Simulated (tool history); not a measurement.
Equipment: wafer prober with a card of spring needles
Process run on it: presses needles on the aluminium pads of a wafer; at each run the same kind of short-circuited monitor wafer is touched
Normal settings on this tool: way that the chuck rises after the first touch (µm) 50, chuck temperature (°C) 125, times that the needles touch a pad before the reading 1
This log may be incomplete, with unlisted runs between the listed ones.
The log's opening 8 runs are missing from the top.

run,day,way that the chuck rises after the first touch (µm),chuck temperature (°C),times that the needles touch a pad before the reading,resistance of one needle with its contact and lead (mohm),way that a needle slides on the pad (µm)
# day 17.512: tips cleaned on abrasive film
# day 18.817: tips cleaned on abrasive film
9,18.983,50,125,1,194,9.32
# day 19.988: tips cleaned on abrasive film
10,20.375,50,125,1,216,9.2
# day 21.275: tips cleaned on abrasive film
# day 22.433: tips cleaned on abrasive film
11,22.679,50,93,1,198,9.2
# day 23.558: tips cleaned on abrasive film
12,24.067,50,125,1,227,9.2
# day 24.85: tips cleaned on abrasive film
# day 25.971: tips cleaned on abrasive film
# day 27.112: tips cleaned on abrasive film
13,27.112,54,125,1,172,9.86
# day 28.392: tips cleaned on abrasive film
# day 29.579: tips cleaned on abrasive film
14,29.879,54,125,1,204,9.85
# day 30.796: tips cleaned on abrasive film
15,31.512,50,125,1,238,9.03
# day 32.008: tips cleaned on abrasive film
# day 32.45: height of the first contact set anew
# day 33.129: tips cleaned on abrasive film
16,34.104,50,125,1,263,8.7
# day 34.267: tips cleaned on abrasive film
# day 35.388: tips cleaned on abrasive film
17,35.9,50,57,1,239,8.6
# day 36.608: tips cleaned on abrasive film
# day 37.758: tips cleaned on abrasive film
# day 39.129: tips cleaned on abrasive film
18,39.171,43,125,3,184,7.23
# day 40.425: tips cleaned on abrasive film
# day 41.546: tips cleaned on abrasive film
19,42.417,39,35,3,228,6.4
# day 42.762: tips cleaned on abrasive film
# day 43.942: tips cleaned on abrasive film
# day 45.096: tips cleaned on abrasive film
20,45.096,39,35,3,168,6.29
# day 46.321: tips cleaned on abrasive film
# day 47.158: height of the first contact set anew, once more
# day 47.688: tips cleaned on abrasive film
21,47.733,40,61,1,177,7.69
# day 48.929: tips cleaned on abrasive film
# day 50.233: tips cleaned on abrasive film
22,50.4,65,32,2,159,12.51
# day 51.608: tips cleaned on abrasive film
# day 52.875: tips cleaned on abrasive film
23,53.779,44,118,1,268,8.42
# day 54.004: tips cleaned on abrasive film
# day 55.192: tips cleaned on abrasive film
# day 56.396: tips cleaned on abrasive film
24,56.396,61,77,2,157,11.66
# day 57.758: tips cleaned on abrasive film
# day 59.004: tips cleaned on abrasive film
25,59.004,34,125,3,187,6.36
# day 60.15: tips cleaned on abrasive film
26,60.583,41,125,1,256,7.71
# day 61.479: tips cleaned on abrasive film
# day 62.638: tips cleaned on abrasive film
27,63.329,41,125,1,279,7.64
# day 63.988: tips cleaned on abrasive film
# day 65.121: tips cleaned on abrasive film
28,65.121,41,125,1,182,7.68
# day 66.429: tips cleaned on abrasive film
# day 67.617: tips cleaned on abrasive film
29,68.271,61,42,1,203,11.39
# day 68.992: tips cleaned on abrasive film
# day 70.196: tips cleaned on abrasive film
30,70.392,56,40,2,171,10.42
# day 71.433: tips cleaned on abrasive film
31,72.054,57,60,3,176,10.59

Predict each of these 3 candidate next runs independently; none follows another, all start after run 31:
# day 72.546: tips cleaned on abrasive film
# day 73.712: tips cleaned on abrasive film
A,73.712,31,42,1,?,?
# day 72.546: tips cleaned on abrasive film
# day 73.712: tips cleaned on abrasive film
B,73.712,33,70,1,?,?
# day 72.546: tips cleaned on abrasive film
# day 73.712: tips cleaned on abrasive film
C,73.712,35,59,1,?,?

run,resistance of one needle with its contact and lead (mohm),way that a needle slides on the pad (µm)
A,187,5.57
B,186,5.92
C,182,6.36
The same runs, with their run-to-run variation unchanged, on a tool lacking any hidden condition would have given:
run,resistance of one needle with its contact and lead (mohm),way that a needle slides on the pad (µm)
A,158,6.04
B,160,6.39
C,158,6.83
